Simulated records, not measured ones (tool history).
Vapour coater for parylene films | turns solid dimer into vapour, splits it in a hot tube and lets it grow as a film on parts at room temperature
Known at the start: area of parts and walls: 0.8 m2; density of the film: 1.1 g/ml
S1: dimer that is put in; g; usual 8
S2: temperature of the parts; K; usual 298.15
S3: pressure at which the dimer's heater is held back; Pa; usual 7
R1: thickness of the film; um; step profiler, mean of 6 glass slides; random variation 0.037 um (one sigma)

run	day	S1	S2	S3	R1
1	0	8	298.15	7	3.49
2	2.725	8	298.15	10.05	3.12
3	5.796	8	297.15	7	3.91
4	8.108	8	297.15	7	3.8
5	9.5	8	297.15	7	3.76
6	10.788	8	297.15	7	3.72
7	13.346	8	297.15	7	3.64
8	14.738	8	297.15	2.49	4.47
9	17.404	8	298.15	7	3.37
10	20.362	8	298.15	7	3.75
11	22.288	8	298.15	7	3.71
12	24.1	8	298.15	7	3.57
13	27.071	8	298.15	7	3.57
14	29.988	8	298.15	7	3.32
15	31.446	8	298.15	3.83	4.49
16	33.183	8	291.15	7	4.28
17	34.871	8	298.15	4.25	4.12
18	37.271	8	298.15	4.25	4.01
19	38.883	8	298.15	4.25	3.94
20	41.3	13	307.15	7	4.76
21	44.317	13	307.15	7	4.53
22	47.592	9	295.15	7.44	4.46
23	48.988	9	298.15	2.36	5.22
24	51.154	9	298.15	2.36	5.22
25	53.217	12	294.15	7.92	5.55
26	55.304	7	303.15	8.56	2.68
27	56.938	7	303.15	8.56	2.56
28	59.404	8	301.15	2.46	4.62
29	60.708	8	301.15	2.46	4.45
30	62	8	301.15	2.46	4.49
31	63.875	8	301.15	2.46	4.37
32	66.633	13	303.15	5.15	5.63
33	69.229	4	303.15	5.14	1.67
34	71.962	7	298.15	2.95	4.09
35	73.829	7	298.15	7	3.36

Taken out of this log: 7 entries between the listed runs. Where each belongs, and how the hidden state differs across it:
Between runs 2 and 3: trap's valve overhauled (day 4.325)
  vapour lost through the trap's worn valve, %: 13.1 -> 1.5; true temperature of the parts over the reading, C: -0.51 -> -0.55
  measured less the result without the state, R1: -0.44 -> -0.02 um
Between runs 9 and 10: trap's valve overhauled (day 17.758)
  vapour lost through the trap's worn valve, %: 13.7 -> 3.8; true temperature of the parts over the reading, C: -0.69 -> -0.72
  measured less the result without the state, R1: -0.48 -> -0.09 um
Between runs 13 and 14: table's thermometer calibrated (day 29.875)
  vapour lost through the trap's worn valve, %: 10.7 -> 13.7; true temperature of the parts over the reading, C: -0.8 -> 0.13
  measured less the result without the state, R1: -0.36 -> -0.54 um
Between runs 14 and 15: trap's valve overhauled (day 31.254)
  vapour lost through the trap's worn valve, %: 13.7 -> 0.6; true temperature of the parts over the reading, C: 0.13 -> 0.12
  measured less the result without the state, R1: -0.54 -> -0.03 um
Between runs 21 and 22: trap's valve overhauled (day 44.858)
  vapour lost through the trap's worn valve, %: 14.3 -> 2.5; true temperature of the parts over the reading, C: -0.03 -> -0.07
  measured less the result without the state, R1: -0.76 -> -0.11 um
Between runs 27 and 28: trap's valve overhauled (day 58.45)
  vapour lost through the trap's worn valve, %: 12.3 -> 1.4; true temperature of the parts over the reading, C: -0.18 -> -0.2
  measured less the result without the state, R1: -0.35 -> -0.04 um
Between runs 33 and 34: trap's valve overhauled (day 71.933)
  vapour lost through the trap's worn valve, %: 11.6 -> 0.3; true temperature of the parts over the reading, C: -0.33 -> -0.36
  measured less the result without the state, R1: -0.21 -> +0.02 um
